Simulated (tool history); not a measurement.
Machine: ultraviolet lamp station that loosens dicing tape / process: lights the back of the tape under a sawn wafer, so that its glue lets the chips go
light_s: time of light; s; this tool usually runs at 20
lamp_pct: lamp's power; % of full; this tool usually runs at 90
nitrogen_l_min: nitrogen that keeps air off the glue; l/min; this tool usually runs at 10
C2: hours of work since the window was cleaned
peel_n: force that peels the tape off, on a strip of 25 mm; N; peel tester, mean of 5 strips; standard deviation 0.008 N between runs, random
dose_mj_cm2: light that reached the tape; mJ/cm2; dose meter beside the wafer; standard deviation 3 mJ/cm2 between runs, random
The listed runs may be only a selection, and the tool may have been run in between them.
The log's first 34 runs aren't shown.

Run 35, hour 704.0: usual settings but light_s 18 s, lamp_pct 71 % of full; hours of work of the lamp 850; C2 375. Result: peel_n 1.573 N, dose_mj_cm2 201 mJ/cm2.
Run 36, hour 719.7: usual settings but light_s 23 s, nitrogen_l_min 5 l/min; hours of work of the lamp 858; C2 384. Result: peel_n 1.046 N, dose_mj_cm2 329 mJ/cm2.
Run 37, hour 747.6: usual settings but light_s 23 s, nitrogen_l_min 5 l/min; hours of work of the lamp 873; C2 398. Result: peel_n 1.101 N, dose_mj_cm2 322 mJ/cm2.
At hour 749.6: window cleaned of glue's vapour.
Run 38, hour 763.5: usual settings but light_s 18 s, lamp_pct 82 % of full, nitrogen_l_min 3 l/min; hours of work of the lamp 881; C2 7. Result: peel_n 1.851 N, dose_mj_cm2 271 mJ/cm2.
Run 39, hour 786.5: usual settings but light_s 15 s, lamp_pct 75 % of full, nitrogen_l_min 8 l/min; hours of work of the lamp 893; C2 19. Result: peel_n 1.722 N, dose_mj_cm2 204 mJ/cm2.
Run 40, hour 811.5: usual settings but light_s 14 s, lamp_pct 75 % of full, nitrogen_l_min 11 l/min; hours of work of the lamp 906; C2 33. Result: peel_n 1.625 N, dose_mj_cm2 193 mJ/cm2.
Run 41, hour 828.7: usual settings but light_s 30 s, lamp_pct 80 % of full; hours of work of the lamp 915; C2 42. Result: peel_n 0.351 N, dose_mj_cm2 432 mJ/cm2.
Run 42, hour 849.6: usual settings but light_s 30 s, lamp_pct 80 % of full; hours of work of the lamp 926; C2 53. Result: peel_n 0.378 N, dose_mj_cm2 429 mJ/cm2.
Run 43, hour 862.4: usual settings but light_s 30 s, lamp_pct 80 % of full; hours of work of the lamp 933; C2 60. Result: peel_n 0.348 N, dose_mj_cm2 423 mJ/cm2.

What if the next run were any one of these 5? Each begins from the tool's condition after run 43:
Run A, hour 890.1: usual settings but light_s 19 s, lamp_pct 94 % of full, nitrogen_l_min 6 l/min; hours of work of the lamp 948; C2 74. Result: peel_n ?, dose_mj_cm2 ?.
Run B, hour 890.1: usual settings but light_s 24 s, lamp_pct 74 % of full, nitrogen_l_min 7 l/min; hours of work of the lamp 948; C2 74. Result: peel_n ?, dose_mj_cm2 ?.
Run C, hour 890.1: usual settings but light_s 30 s, lamp_pct 71 % of full; hours of work of the lamp 948; C2 74. Result: peel_n ?, dose_mj_cm2 ?.
Run D, hour 890.1: usual settings but light_s 22 s, lamp_pct 95 % of full, nitrogen_l_min 12 l/min; hours of work of the lamp 948; C2 74. Result: peel_n ?, dose_mj_cm2 ?.
Run E, hour 890.1: usual settings but lamp_pct 60 % of full, nitrogen_l_min 4 l/min; hours of work of the lamp 948; C2 74. Result: peel_n ?, dose_mj_cm2 ?.

run  peel_n  dose_mj_cm2
  A   1.021          313
  B   0.930          314
  C   0.494          373
  D   0.442          369
  E   2.244          213
Without the tool's hidden state the same runs would have given:
run  peel_n  dose_mj_cm2
  A   0.482          453
  B   0.433          452
  C   0.231          540
  D   0.210          533
  E   1.349          307
